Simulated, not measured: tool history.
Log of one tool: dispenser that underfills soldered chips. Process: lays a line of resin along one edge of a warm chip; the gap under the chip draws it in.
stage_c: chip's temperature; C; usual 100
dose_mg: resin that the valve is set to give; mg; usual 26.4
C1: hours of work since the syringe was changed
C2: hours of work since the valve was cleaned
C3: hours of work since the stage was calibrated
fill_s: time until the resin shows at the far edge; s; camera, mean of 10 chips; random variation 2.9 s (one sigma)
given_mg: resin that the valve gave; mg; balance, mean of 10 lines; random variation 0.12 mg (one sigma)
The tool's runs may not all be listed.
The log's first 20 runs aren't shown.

Run 21, hour 141.7: usual settings but stage_c 99 C, dose_mg 31.4 mg; C1 6; C2 22; C3 360. Result: fill_s 457.2 s, given_mg 30.8 mg.
At hour 142.6: new syringe of resin.
Run 22, hour 146.3: usual settings but stage_c 87 C, dose_mg 27.9 mg; C1 3; C2 25; C3 363. Result: fill_s 498.5 s, given_mg 27.11 mg.
At hour 151.4: new syringe of resin.
Run 23, hour 154.5: usual settings but stage_c 108 C, dose_mg 23 mg; C1 2; C2 30; C3 369. Result: fill_s 284.2 s, given_mg 22.46 mg.
At hour 160.6: new syringe of resin.
Run 24, hour 162.9: usual settings but stage_c 108 C, dose_mg 23 mg; C1 2; C2 36; C3 375. Result: fill_s 260.7 s, given_mg 22.18 mg.
Run 25, hour 167.5: usual settings but stage_c 108 C, dose_mg 23 mg; C1 5; C2 39; C3 378. Result: fill_s 341.5 s, given_mg 22.07 mg.
At hour 169.3: new syringe of resin.
Run 26, hour 174: usual settings but stage_c 115 C, dose_mg 23.7 mg; C1 3; C2 44; C3 382. Result: fill_s 246.4 s, given_mg 22.79 mg.
At hour 178.4: new syringe of resin.
Run 27, hour 183.8: usual settings but stage_c 113 C, dose_mg 31.1 mg; C1 4; C2 50; C3 389. Result: fill_s 261.5 s, given_mg 29.84 mg.
At hour 187.6: new syringe of resin.
Run 28, hour 189.3: usual settings but dose_mg 22.6 mg; C1 1; C2 54; C3 393. Result: fill_s 325.9 s, given_mg 21.61 mg.
Run 29, hour 193.5: usual settings but stage_c 110 C, dose_mg 28.8 mg; C1 4; C2 57; C3 396. Result: fill_s 295.7 s, given_mg 27.43 mg.
At hour 196.3: new syringe of resin.
Run 30, hour 199.3: usual settings but stage_c 112 C, dose_mg 31.2 mg; C1 2; C2 61; C3 399. Result: fill_s 231.1 s, given_mg 29.6 mg.
At hour 202.2: dispensing valve cleaned and set on the balance.
At hour 205.9: new syringe of resin.
Run 31, hour 209.2: usual settings but stage_c 97 C, dose_mg 29.5 mg; C1 2; C2 5; C3 405. Result: fill_s 359.7 s, given_mg 29.37 mg.
At hour 214.6: new syringe of resin.
Run 32, hour 217.1: usual settings but stage_c 88 C, dose_mg 29.9 mg; C1 2; C2 10; C3 411. Result: fill_s 437.2 s, given_mg 29.69 mg.
At hour 223.5: new syringe of resin.
Run 33, hour 223.9: usual settings but stage_c 96 C, dose_mg 22.7 mg; C1 0; C2 15; C3 415. Result: fill_s 331.6 s, given_mg 22.36 mg.
Run 34, hour 230.1: usual settings but stage_c 99 C, dose_mg 24.7 mg; C1 5; C2 19; C3 420. Result: fill_s 429.3 s, given_mg 24.29 mg.

4 ways to go on from here, each from the tool as it stands after run 34. What would each give?
At hour 232.2: new syringe of resin.
Run A, hour 239.9: usual settings but dose_mg 26.2 mg; C1 5; C2 26; C3 426. Result: fill_s ?, given_mg ?.
At hour 232.2: new syringe of resin.
Run B, hour 239.9: usual settings but stage_c 91 C, dose_mg 25.5 mg; C1 5; C2 26; C3 426. Result: fill_s ?, given_mg ?.
At hour 232.2: new syringe of resin.
Run C, hour 239.9: usual settings but stage_c 106 C, dose_mg 26 mg; C1 5; C2 26; C3 426. Result: fill_s ?, given_mg ?.
At hour 232.2: new syringe of resin.
Run D, hour 239.9: usual settings but stage_c 99 C, dose_mg 26 mg; C1 5; C2 26; C3 426. Result: fill_s ?, given_mg ?.

run  fill_s  given_mg
  A   454.2     25.67
  B   587.2     24.92
  C   384.6     25.37
  D     465     25.39
Without the tool's hidden state the same runs would have given:
run  fill_s  given_mg
  A     291     26.26
  B     377      25.5
  C   246.1     25.96
  D     298     25.98
